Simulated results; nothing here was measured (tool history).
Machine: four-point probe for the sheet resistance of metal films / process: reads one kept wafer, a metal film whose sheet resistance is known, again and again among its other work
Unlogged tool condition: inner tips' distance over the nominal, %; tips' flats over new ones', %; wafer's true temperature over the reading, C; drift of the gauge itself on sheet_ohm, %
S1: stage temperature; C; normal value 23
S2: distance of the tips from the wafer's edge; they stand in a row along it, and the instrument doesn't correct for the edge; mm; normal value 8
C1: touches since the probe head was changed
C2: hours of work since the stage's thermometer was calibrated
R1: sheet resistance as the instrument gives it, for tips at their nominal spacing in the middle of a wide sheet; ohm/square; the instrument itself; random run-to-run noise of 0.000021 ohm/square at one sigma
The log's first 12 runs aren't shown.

run   hour  S1  S2     C1   C2        R1
 13  153.9  23   8   6866  553  0.102740
 14  160.6  23   8   6990  556  0.102762
 15  169.3  23   8   7154  560  0.102730
 16  179.7  23   8   7347  565  0.102733
 17  194.5  19   3   7624  572  0.110056
 18  207.0  19   3   7857  578  0.110038
 19  219.4  23  24   8087  584  0.101566
 20  227.1  30  64   8231  588  0.101696
 21  234.5  18  12   8370  591  0.101796
 22  249.8  18  12   8654  598  0.101803
 23  264.5  29   3   8927  605  0.110536
 24  280.0  29   3   9217  613  0.110555
 25  292.7  29   3   9453  619  0.110528
 26  302.3  29   3   9634  623  0.110524
 27  311.9  26  64   9812  628  0.101523
 28  325.9  24   9  10073  634  0.102493
 29  333.7  30   8  10219  638  0.103018
 30  348.4  20   4  10493  645  0.106441
 31  357.3  21  20  10659  649  0.101482
 32  364.6  22  42  10796  653  0.101376

Below are 3 alternative next runs, each starting from the tool's condition after run 32. Predict each:
  A  374.8  23  46  10984  658   ?
  B  374.8  23   8  10984  658   ?
  C  374.8  21  42  10984  658   ?

run        R1
  A  0.101420
  B  0.102717
  C  0.101333
With no hidden state in the tool, these same runs would have given:
run        R1
  A  0.101852
  B  0.103154
  C  0.101764
